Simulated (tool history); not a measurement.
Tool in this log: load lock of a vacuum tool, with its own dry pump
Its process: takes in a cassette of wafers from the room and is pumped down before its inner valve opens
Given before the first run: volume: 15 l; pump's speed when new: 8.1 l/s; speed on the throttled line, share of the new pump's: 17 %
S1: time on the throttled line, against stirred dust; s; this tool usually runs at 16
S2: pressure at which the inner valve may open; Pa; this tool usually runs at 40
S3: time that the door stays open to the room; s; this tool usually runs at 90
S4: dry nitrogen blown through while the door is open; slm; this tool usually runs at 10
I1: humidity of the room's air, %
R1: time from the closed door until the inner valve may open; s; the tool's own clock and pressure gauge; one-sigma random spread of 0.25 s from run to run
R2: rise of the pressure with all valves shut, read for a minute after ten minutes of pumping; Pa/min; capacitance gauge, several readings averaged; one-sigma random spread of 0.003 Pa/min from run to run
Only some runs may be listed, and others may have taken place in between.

Run 1, day 0.000: usual settings; I1 48.6. Result: R1 28.1 s, R2 0.043 Pa/min.
Run 2, day 24.338: usual settings; I1 46.9. Result: R1 27.9 s, R2 0.045 Pa/min.
Run 3, day 51.596: usual settings but S4 44 slm; I1 44.6. Result: R1 28.2 s, R2 0.026 Pa/min.
Run 4, day 72.158: usual settings but S1 9 s; I1 46.1. Result: R1 22.3 s, R2 0.048 Pa/min.
Run 5, day 92.838: usual settings; I1 47.3. Result: R1 28.2 s, R2 0.044 Pa/min.
At day 98.825: door's seal changed, seat wiped.
Run 6, day 108.538: usual settings; I1 46.6. Result: R1 28.2 s, R2 0.044 Pa/min.
Run 7, day 125.058: usual settings; I1 45.2. Result: R1 27.4 s, R2 0.045 Pa/min.
Run 8, day 139.175: usual settings; I1 46.4. Result: R1 27.8 s, R2 0.043 Pa/min.
Run 9, day 164.212: usual settings but S4 5 slm; I1 46.0. Result: R1 27.7 s, R2 0.046 Pa/min.
Run 10, day 193.929: usual settings; I1 44.6. Result: R1 28.2 s, R2 0.043 Pa/min.
Run 11, day 217.817: usual settings; I1 47.0. Result: R1 27.8 s, R2 0.045 Pa/min.
Run 12, day 241.225: usual settings; I1 44.7. Result: R1 27.6 s, R2 0.039 Pa/min.
Run 13, day 264.283: usual settings; I1 42.1. Result: R1 27.8 s, R2 0.043 Pa/min.
Run 14, day 294.783: usual settings but S1 23 s; I1 43.1. Result: R1 33.7 s, R2 0.035 Pa/min.
Run 15, day 322.771: usual settings but S1 23 s; I1 45.4. Result: R1 34.0 s, R2 0.036 Pa/min.
At day 328.317: dry pump taken out, an overhauled one fitted.
Run 16, day 351.946: usual settings but S3 27 s; I1 44.0. Result: R1 27.6 s, R2 0.020 Pa/min.
Run 17, day 372.788: usual settings but S3 27 s; I1 44.8. Result: R1 27.6 s, R2 0.023 Pa/min.
Run 18, day 398.954: usual settings but S1 8 s, S3 27 s; I1 47.9. Result: R1 21.4 s, R2 0.022 Pa/min.
Run 19, day 424.208: usual settings but S4 15 slm; I1 45.3. Result: R1 28.2 s, R2 0.041 Pa/min.
Run 20, day 442.288: usual settings but S4 15 slm; I1 40.9. Result: R1 28.2 s, R2 0.036 Pa/min.
Run 21, day 469.317: usual settings but S2 37 Pa, S3 78 s, S4 4 slm; I1 45.0. Result: R1 28.0 s, R2 0.047 Pa/min.
Run 22, day 483.912: usual settings but S1 10 s, S2 37 Pa, S3 36 s, S4 4 slm; I1 44.4. Result: R1 23.4 s, R2 0.029 Pa/min.
Run 23, day 496.592: usual settings but S1 10 s, S2 49 Pa, S3 36 s, S4 4 slm; I1 43.8. Result: R1 22.7 s, R2 0.032 Pa/min.
Run 24, day 512.638: usual settings but S1 10 s, S3 205 s; I1 45.5. Result: R1 23.0 s, R2 0.067 Pa/min.
Run 25, day 534.925: usual settings but S4 15 slm; I1 41.6. Result: R1 27.9 s, R2 0.033 Pa/min.
Run 26, day 549.712: usual settings but S1 17 s, S3 78 s, S4 13 slm; I1 42.2. Result: R1 28.9 s, R2 0.034 Pa/min.
Run 27, day 580.054: usual settings but S1 17 s, S3 78 s, S4 13 slm; I1 44.3. Result: R1 28.2 s, R2 0.030 Pa/min.
Run 28, day 602.629: usual settings but S2 42 Pa; I1 47.3. Result: R1 27.7 s, R2 0.046 Pa/min.
Run 29, day 621.238: usual settings but S1 19 s, S3 230 s; I1 44.1. Result: R1 30.5 s, R2 0.074 Pa/min.
Run 30, day 644.638: usual settings but S1 19 s, S3 230 s; I1 41.2. Result: R1 30.5 s, R2 0.074 Pa/min.
Run 31, day 669.292: usual settings but S1 29 s, S2 49 Pa, S3 48 s, S4 22 slm; I1 45.1. Result: R1 38.7 s, R2 0.027 Pa/min.
Run 32, day 698.033: usual settings but S1 10 s, S2 51 Pa, S3 51 s; I1 44.4. Result: R1 22.3 s, R2 0.026 Pa/min.
Run 33, day 717.100: usual settings but S1 32 s, S2 29 Pa, S3 64 s, S4 26 slm; I1 41.7. Result: R1 41.1 s, R2 0.019 Pa/min.
Run 34, day 730.821: usual settings but S1 24 s, S2 50 Pa, S3 48 s, S4 9 slm; I1 45.9. Result: R1 34.6 s, R2 0.030 Pa/min.
Run 35, day 761.017: usual settings but S2 33 Pa, S3 39 s, S4 21 slm; I1 46.2. Result: R1 28.4 s, R2 0.022 Pa/min.
Run 36, day 778.996: usual settings but S2 61 Pa, S3 39 s, S4 21 slm; I1 44.7. Result: R1 27.5 s, R2 0.014 Pa/min.

4 options for the next run, each taken on its own from the tool as it stands now. Forecast them:
Run A, day 803.125: usual settings but S1 27 s, S2 52 Pa, S4 5 slm; I1 44.5. Result: R1 ?, R2 ?.
Run B, day 803.125: usual settings but S1 23 s, S2 61 Pa, S3 26 s, S4 21 slm; I1 46.5. Result: R1 ?, R2 ?.
Run C, day 803.125: usual settings but S1 12 s, S2 61 Pa, S3 39 s, S4 21 slm; I1 44.8. Result: R1 ?, R2 ?.
Run D, day 803.125: usual settings but S1 25 s, S2 68 Pa, S4 22 slm; I1 43.8. Result: R1 ?, R2 ?.

run    R1     R2
  A  36.7  0.049
  B  33.0  0.014
  C  24.3  0.024
  D  34.5  0.030
Take away the tool's hidden state, keep each run's random variation, and the runs would have read:
run    R1     R2
  A  36.7  0.049
  B  33.0  0.014
  C  24.3  0.023
  D  34.5  0.030

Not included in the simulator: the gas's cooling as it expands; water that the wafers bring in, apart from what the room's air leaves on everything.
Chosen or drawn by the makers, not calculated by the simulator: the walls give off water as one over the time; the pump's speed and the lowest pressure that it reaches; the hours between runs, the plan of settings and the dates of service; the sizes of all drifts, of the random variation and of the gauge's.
